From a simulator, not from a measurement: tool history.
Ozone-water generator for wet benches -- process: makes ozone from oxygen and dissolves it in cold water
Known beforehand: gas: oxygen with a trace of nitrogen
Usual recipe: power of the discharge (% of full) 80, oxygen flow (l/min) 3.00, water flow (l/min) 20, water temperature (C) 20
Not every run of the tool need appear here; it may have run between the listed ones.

run	hour	power of the discharge (% of full)	oxygen flow (l/min)	water flow (l/min)	water temperature (C)	dissolved ozone (ppm)	ozone in the gas ahead of the water (g/m3)
1	0.0	80	3.00	20	20	21.6	272.7
2	33.6	80	3.00	20	20	21.7	269.6
3	54.7	80	3.00	20	20	21.9	271.8
4	97.3	80	3.00	20	20	21.5	269.6
5	116.9	80	3.00	20	14	22.6	271.2
6	146.1	80	3.00	17	20	24.8	270.7
7	175.6	80	3.00	20	20	21.5	269.2
8	201.4	80	3.00	20	20	21.4	270.9
9	244.4	80	4.79	14	21	29.2	216.1

Forecast run 10:
10	282.2	80	4.79	14	21	?	?

dissolved ozone (ppm): 29.5
ozone in the gas ahead of the water (g/m3): 217.6
The same run, on a tool lacking any hidden state, would have yielded dissolved ozone (ppm) 31.1, ozone in the gas ahead of the water (g/m3) 221.4.
